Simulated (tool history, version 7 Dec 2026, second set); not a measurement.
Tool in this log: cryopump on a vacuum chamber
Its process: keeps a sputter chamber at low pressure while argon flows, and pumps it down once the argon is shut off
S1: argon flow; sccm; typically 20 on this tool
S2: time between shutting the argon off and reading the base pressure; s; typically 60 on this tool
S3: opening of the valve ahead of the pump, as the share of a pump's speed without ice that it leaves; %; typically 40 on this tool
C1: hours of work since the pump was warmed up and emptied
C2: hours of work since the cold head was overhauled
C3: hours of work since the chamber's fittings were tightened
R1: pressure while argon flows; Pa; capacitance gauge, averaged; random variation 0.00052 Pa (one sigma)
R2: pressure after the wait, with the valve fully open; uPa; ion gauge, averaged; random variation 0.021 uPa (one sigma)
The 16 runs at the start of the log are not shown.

run   hour  S1   S2  S3   C1   C2    C3      R1    R2
 17  216.4  20   60  40  176  176  1123  0.0386  0.62
 18  233.6  34   20  40  187  187  1134  0.0672  1.10
 19  245.9  34   20  40  195  195  1142  0.0674  1.08
 20  257.9  13   20  48  203  203  1150  0.0225  1.11
 21  268.2  13  232  48  210  210  1157  0.0216  0.44
 22  278.1  20   60  38  216  216  1163  0.0417  0.58
 23  287.6  20  198  58  223  223  1170  0.0274  0.45
 24  299.7  19   60  40  231  231  1177  0.0376  0.61
 25  317.7  20  135  21  243  243  1189  0.0739  0.55
 26  335.5  31   80  21  254  254  1201  0.1154  0.63
 27  344.6  31   80  21  260  260  1207  0.1163  0.59
 28  360.3  25  115  17  271  271  1217  0.1152  0.54
 29  369.4  10   70  48  277  277  1223  0.0176  0.60
 30  377.0  20  251  40  282  282  1228  0.0410  0.46
 31  385.2  20  251  40  287  287  1234  0.0406  0.50
 32  398.7  20  251  40  296  296  1243  0.0411  0.51
 33  414.3  16   22  40  306  306  1253  0.0326  1.07
 34  428.9  16   22  40  316  316  1263  0.0328  1.04

Predict each of these 3 candidate next runs independently; none follows another, all start after run 34:
  A  442.6  16  22  29  325  325  1272   ?   ?
  B  442.6  32  22  40  325  325  1272   ?   ?
  C  442.6  13  42  40  325  325  1272   ?   ?

run      R1    R2
  A  0.0447  1.06
  B  0.0636  1.05
  C  0.0269  0.78
With no hidden state in the tool, these same runs would have given:
run      R1    R2
  A  0.0429  0.77
  B  0.0600  0.76
  C  0.0254  0.49
